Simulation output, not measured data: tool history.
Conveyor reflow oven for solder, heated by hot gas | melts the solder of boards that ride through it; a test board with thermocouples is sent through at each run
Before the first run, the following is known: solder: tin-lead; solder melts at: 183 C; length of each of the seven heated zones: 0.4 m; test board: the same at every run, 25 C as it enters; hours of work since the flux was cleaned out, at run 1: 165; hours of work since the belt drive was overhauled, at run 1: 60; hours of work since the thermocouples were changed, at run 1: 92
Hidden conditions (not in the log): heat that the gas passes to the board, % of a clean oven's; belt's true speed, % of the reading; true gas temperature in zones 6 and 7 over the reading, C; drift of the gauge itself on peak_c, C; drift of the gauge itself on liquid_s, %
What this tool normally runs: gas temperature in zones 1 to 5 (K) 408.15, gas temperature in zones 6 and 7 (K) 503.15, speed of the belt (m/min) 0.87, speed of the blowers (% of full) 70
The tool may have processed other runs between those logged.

run  hour  gas temperature in zones 1 to 5 (K)  gas temperature in zones 6 and 7 (K)  speed of the belt (m/min)  speed of the blowers (% of full)  hours of work since the flux was cleaned out  hours of work since the belt drive was overhauled  hours of work since the thermocouples were changed  highest temperature of the board (K)  time above the solder's melting point (s)
  1     0                               408.15                                503.15                       0.87                                70                                           165                                                 60                                                  92                                489.85                                       40.7
  2    15                               408.15                                500.15                       0.87                                70                                           172                                                 67                                                  99                                486.85                                       38.3
  3  23.5                               408.15                                500.15                       0.87                                70                                           176                                                 71                                                 103                                486.35                                       39.1
  4    38                               408.15                                500.15                       0.87                                70                                           183                                                 78                                                 110                                486.65                                         39
  5  46.6                               408.15                                500.15                       0.87                                70                                           187                                                 82                                                 114                                486.95                                       38.7
  6    58                               408.15                                507.15                       0.87                                70                                           193                                                 88                                                 120                                493.05                                       42.6

Forecast run 7:
  7  74.2                               408.15                                507.15                       0.87                                70                                           201                                                 96                                                 127                                     ?                                          ?

{"run 7": {"highest temperature of the board (K)": 492.65, "time above the solder's melting point (s)": 41.8}}
On a tool with no hidden condition, and with the same random variation, this run would have come out at highest temperature of the board (K) 492.75, time above the solder's melting point (s) 41.9.
